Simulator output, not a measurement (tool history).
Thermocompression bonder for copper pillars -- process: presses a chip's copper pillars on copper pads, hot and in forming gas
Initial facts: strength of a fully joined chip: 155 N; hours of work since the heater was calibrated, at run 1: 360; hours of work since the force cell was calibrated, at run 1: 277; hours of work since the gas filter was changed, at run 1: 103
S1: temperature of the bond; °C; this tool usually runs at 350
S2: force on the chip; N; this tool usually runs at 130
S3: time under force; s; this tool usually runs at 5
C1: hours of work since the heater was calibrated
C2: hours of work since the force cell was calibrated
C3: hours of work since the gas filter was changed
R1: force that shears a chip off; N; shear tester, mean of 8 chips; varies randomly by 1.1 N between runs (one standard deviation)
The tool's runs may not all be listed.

run     day   S1   S2  S3   C1   C2   C3     R1
  1       0  350  130   5  360  277  103  103.3
  2   0.233  350  130   5  365  282  107  101.9
  3   0.458  350  130   5  369  286  111  102.6
  4   0.767  350  130   5  375  292  117  103.2
  5   1.246  350   91   5  384  301  126     85
  6   1.633  350   91   5  391  308  133   86.4
  7   2.108  350   91   5  400  317  142   85.1
  8   2.546  350   91   5  408  325  150   85.5
  9   2.808  350  130  12  413  330  155  123.9
 10   3.117  350  130  12  419  336  161  125.4
 11   3.521  350  130   6  426  343  169  105.4
 12   4.058  350  130   5  436  354  179  101.2
 13   4.488  350  130   5  444  362  187  100.8
 14   4.904  350  130   5  452  369  194  100.4
 15   5.438  340  130   5  462  379  204     92
 16   5.712  340  130   5  467  385  210   92.8
 17   5.942  350  190   5  472  389  214  117.5
 18   6.317  350  190   5  479  396  221  117.1
 19   6.775  350  130   5  487  404  229  101.3
 20   7.088  350  130   5  493  410  235   99.2
 21   7.442  335  135   5  500  417  242   90.4
 22    7.75  335  135   5  505  423  248   88.5
 23   8.125  335  135   5  512  430  255   86.3
 24   8.479  355   83   4  519  436  261   76.1
      8.596  -- forming gas filter changed
 25   8.954  355   83   4  528  445    7     79
 26   9.204  355   83   4  532  450   11   79.4
      9.312  -- force cell calibrated
 27   9.542  354  147   8  537    4   16  124.1
 28  10.004  363  188   9  546   13   25  139.6
 29  10.504  350   85   3  556   22   35   69.3
     10.617  -- force cell calibrated, once more
 30  10.838  350  129   5  561    4   40  100.5
 31   11.15  350  129   7  566   10   46  110.4
 32  11.542  350  129   7  574   17   53  110.6
 33  11.783  350  129   7  578   22   57    110
 34  12.317  350   96   4  588   32   67   79.5
 35  12.721  350   96   4  596   39   75   79.8
 36  13.188  350  103   3  605   48   84   74.2
 37  13.588  350   91  13  612   56   91  110.8
 38  13.846  339  104  13  617   61   96  105.6
 39  14.338  326  126  15  626   70  105  109.4
 40  14.771  334  192   8  634   78  113  117.2

Subtracting, for every run, the result it would have given without the tool's unlogged condition from the measured result gives the following. The same run-to-run variation enters both numbers; the gauge's scatter may not:
What the log doesn't record here: true temperature of the bond over the reading, C; force that reaches the chip, % of what is set; oxide that the forming gas leaves, % of the face; drift of the gauge itself on shear_n, %.
run    R1
  1  -5.5
  2  -5.6
  3  -5.8
  4    -6
  5  -5.8
  6    -6
  7  -6.2
  8  -6.5
  9  -6.7
 10    -7
 11  -7.3
 12  -7.6
 13  -7.8
 14    -8
 15  -8.2
 16  -8.4
 17  -8.6
 18  -8.8
 19    -9
 20  -9.2
 21  -9.2
 22  -9.4
 23  -9.3
 24  -8.5
 25  -5.2
 26  -5.3
 27  -4.8
 28  -3.5
 29  -5.5
 30  -7.6
 31  -7.5
 32  -7.7
 33  -7.9
 34  -7.9
 35    -8
 36  -7.9
 37  -8.8
 38  -9.1
 39  -9.8
 40  -9.4

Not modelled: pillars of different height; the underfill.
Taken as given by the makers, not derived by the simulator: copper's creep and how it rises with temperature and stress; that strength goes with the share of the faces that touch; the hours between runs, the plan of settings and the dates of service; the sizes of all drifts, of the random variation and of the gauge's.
